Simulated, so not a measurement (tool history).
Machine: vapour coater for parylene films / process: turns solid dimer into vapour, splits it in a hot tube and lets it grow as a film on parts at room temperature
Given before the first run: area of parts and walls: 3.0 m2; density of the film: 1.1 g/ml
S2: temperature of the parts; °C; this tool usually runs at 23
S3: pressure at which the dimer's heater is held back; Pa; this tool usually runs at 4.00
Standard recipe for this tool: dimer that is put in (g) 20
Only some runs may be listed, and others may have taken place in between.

{"run": 1, "day": 0.0, "dimer that is put in (g)": 20, "S2": 23, "S3": 4.0, "thickness of the film (µm)": 3.85}
{"run": 2, "day": 1.779, "dimer that is put in (g)": 20, "S2": 23, "S3": 4.0, "thickness of the film (µm)": 3.84}
{"day": 2.196, "done": "table's thermometer calibrated"}
{"run": 3, "day": 2.892, "dimer that is put in (g)": 33, "S2": 23, "S3": 4.0, "thickness of the film (µm)": 6.26}
{"run": 4, "day": 3.733, "dimer that is put in (g)": 20, "S2": 23, "S3": 2.55, "thickness of the film (µm)": 4.15}
{"day": 4.283, "done": "trap's valve overhauled"}
{"run": 5, "day": 5.196, "dimer that is put in (g)": 20, "S2": 23, "S3": 2.55, "thickness of the film (µm)": 4.16}
{"run": 6, "day": 6.088, "dimer that is put in (g)": 12, "S2": 23, "S3": 4.0, "thickness of the film (µm)": 2.3}
{"run": 7, "day": 6.988, "dimer that is put in (g)": 19, "S2": 23, "S3": 4.0, "thickness of the film (µm)": 3.61}
{"run": 8, "day": 7.833, "dimer that is put in (g)": 20, "S2": 23, "S3": 2.21, "thickness of the film (µm)": 4.27}
{"run": 9, "day": 9.196, "dimer that is put in (g)": 20, "S2": 23, "S3": 2.21, "thickness of the film (µm)": 4.28}
{"run": 10, "day": 10.612, "dimer that is put in (g)": 16, "S2": 17, "S3": 4.0, "thickness of the film (µm)": 4.11}
{"run": 11, "day": 11.642, "dimer that is put in (g)": 16, "S2": 17, "S3": 4.0, "thickness of the film (µm)": 4.09}
{"run": 12, "day": 13.3, "dimer that is put in (g)": 16, "S2": 17, "S3": 4.0, "thickness of the film (µm)": 4.09}
{"run": 13, "day": 14.604, "dimer that is put in (g)": 16, "S2": 17, "S3": 4.0, "thickness of the film (µm)": 4.12}

Below are 4 alternative next runs, each starting from the tool's condition after run 13. Predict each:
{"run": "A", "day": 15.442, "dimer that is put in (g)": 16, "S2": 27, "S3": 4.9, "thickness of the film (µm)": "?"}
{"run": "B", "day": 15.442, "dimer that is put in (g)": 23, "S2": 24, "S3": 2.32, "thickness of the film (µm)": "?"}
{"run": "C", "day": 15.442, "dimer that is put in (g)": 11, "S2": 33, "S3": 3.25, "thickness of the film (µm)": "?"}
{"run": "D", "day": 15.442, "dimer that is put in (g)": 8, "S2": 23, "S3": 4.0, "thickness of the film (µm)": "?"}

run=A thickness_of_the_film_(µm)=2.40
run=B thickness_of_the_film_(µm)=4.68
run=C thickness_of_the_film_(µm)=1.34
run=D thickness_of_the_film_(µm)=1.53
What these runs would have given with no unlogged condition in the tool:
run=A thickness_of_the_film_(µm)=2.40
run=B thickness_of_the_film_(µm)=4.68
run=C thickness_of_the_film_(µm)=1.34
run=D thickness_of_the_film_(µm)=1.53

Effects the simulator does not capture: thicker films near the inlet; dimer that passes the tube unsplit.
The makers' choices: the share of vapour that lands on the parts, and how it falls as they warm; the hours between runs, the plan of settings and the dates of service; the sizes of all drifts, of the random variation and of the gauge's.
